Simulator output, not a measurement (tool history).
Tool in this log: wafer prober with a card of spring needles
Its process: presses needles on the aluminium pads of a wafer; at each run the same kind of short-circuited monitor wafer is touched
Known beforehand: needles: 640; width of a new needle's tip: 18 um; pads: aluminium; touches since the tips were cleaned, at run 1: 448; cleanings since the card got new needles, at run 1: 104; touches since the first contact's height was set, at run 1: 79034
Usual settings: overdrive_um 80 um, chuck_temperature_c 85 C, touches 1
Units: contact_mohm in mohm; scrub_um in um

run   hour  overdrive_um  chuck_temperature_c  touches  touches since the tips were cleaned  cleanings since the card got new needles  touches since the first contact's height was set  contact_mohm  scrub_um
  1      0            80                   85        1                                  448                                       104                                             79034           248     11.93
      11.2  -- tips cleaned on abrasive film
  2   17.4            80                   85        1                                 2922                                       105                                             87231           263     11.88
      22.5  -- tips cleaned on abrasive film
      33.7  -- tips cleaned on abrasive film
  3   36.5            80                   85        1                                 1292                                       107                                             96205           258     11.87
      46.7  -- tips cleaned on abrasive film
      59.5  -- tips cleaned on abrasive film
        68  -- height of the first contact set anew
  4     68            80                   85        1                                 3898                                       109                                                 0           271     12.03
      73.2  -- tips cleaned on abrasive film
      85.9  -- tips cleaned on abrasive film
  5   88.7            80                   85        1                                 1330                                       111                                              9725           256     12.05
        97  -- tips cleaned on abrasive film
     109.1  -- tips cleaned on abrasive film
  6  117.7            80                   85        1                                 4052                                       113                                             23388           271     12.02
     120.1  -- tips cleaned on abrasive film
     131.4  -- tips cleaned on abrasive film
  7  136.8            80                   80        1                                 2548                                       115                                             32369           267     11.99
     143.7  -- tips cleaned on abrasive film
     154.7  -- tips cleaned on abrasive film
  8  154.7            80                   80        1                                    0                                       117                                             40756           251     11.92
     167.1  -- tips cleaned on abrasive film
  9  170.6            80                   80        1                                 1642                                       118                                             48273           256     11.94
     178.8  -- tips cleaned on abrasive film
 10  185.8            80                   80        1                                 3325                                       119                                             55463           268     11.95
     190.9  -- tips cleaned on abrasive film
       203  -- tips cleaned on abrasive film
     215.3  -- tips cleaned on abrasive film
 11  215.3            91                   85        1                                    0                                       122                                             69320           249      13.6
     227.7  -- tips cleaned on abrasive film
 12  237.6            91                   85        1                                 4713                                       123                                             79868           268     13.56
     239.6  -- tips cleaned on abrasive film
     251.2  -- tips cleaned on abrasive film
     262.7  -- tips cleaned on abrasive film
 13  269.7            91                   85        1                                 3292                                       126                                             94922           262     13.49
     273.7  -- tips cleaned on abrasive film
     285.9  -- tips cleaned on abrasive film
     298.6  -- tips cleaned on abrasive film
 14  298.6            91                   85        1                                    0                                       129                                            108500           250     13.43
     306.3  -- height of the first contact set anew
     311.6  -- tips cleaned on abrasive film
 15  313.2            80                   85        1                                  772                                       130                                              3235           256     12.03
     322.5  -- tips cleaned on abrasive film
     334.4  -- tips cleaned on abrasive film
 16  334.4            68                   53        1                                    0                                       132                                             13209           243     10.25
     346.6  -- tips cleaned on abrasive film
 17  352.1            75                   35        1                                 2646                                       133                                             21589           254     11.28
     357.7  -- tips cleaned on abrasive film
     368.8  -- tips cleaned on abrasive film
 18  371.5            84                   35        2                                 1276                                       135                                             30667           234     12.58
     381.2  -- tips cleaned on abrasive film
     392.6  -- tips cleaned on abrasive film
 19    393            84                   35        2                                  165                                       137                                             40775           234     12.57
     403.6  -- tips cleaned on abrasive film
 20  414.4            80                   50        1                                 5105                                       138                                             50897           264     11.94
     415.9  -- tips cleaned on abrasive film
     427.3  -- tips cleaned on abrasive film
     439.2  -- tips cleaned on abrasive film
 21  439.5            67                   85        1                                  162                                       141                                             62693           247      9.94
       452  -- tips cleaned on abrasive film
     463.5  -- tips cleaned on abrasive film
 22  467.5            67                   85        1                                 1925                                       143                                             75903           265      9.95
     475.7  -- tips cleaned on abrasive film
 23  483.5            67                   85        1                                 3709                                       144                                             83449           278      9.95
     488.6  -- tips cleaned on abrasive film
     499.9  -- tips cleaned on abrasive film
     512.5  -- tips cleaned on abrasive film
 24  514.6            67                   85        1                                 1003                                       147                                             98054           259      9.84
     524.2  -- tips cleaned on abrasive film
 25  533.7            68                   85        2                                 4510                                       148                                            107078           269     10.01
       536  -- tips cleaned on abrasive film
     543.6  -- height of the first contact set anew
     547.6  -- tips cleaned on abrasive film
 26  552.9            68                   85        2                                 2496                                       150                                              4366           263     10.24

Run 27 is up next; what results do you expect?
     559.7  -- tips cleaned on abrasive film
 27  566.5            84                   38        2                                 3242                                       151                                             10794             ?         ?

For run 27 the tool returned contact_mohm 249 mohm, scrub_um 12.66 um.
Minus the tool's unlogged condition, the same run would have read contact_mohm 235 mohm, scrub_um 12.68 um.

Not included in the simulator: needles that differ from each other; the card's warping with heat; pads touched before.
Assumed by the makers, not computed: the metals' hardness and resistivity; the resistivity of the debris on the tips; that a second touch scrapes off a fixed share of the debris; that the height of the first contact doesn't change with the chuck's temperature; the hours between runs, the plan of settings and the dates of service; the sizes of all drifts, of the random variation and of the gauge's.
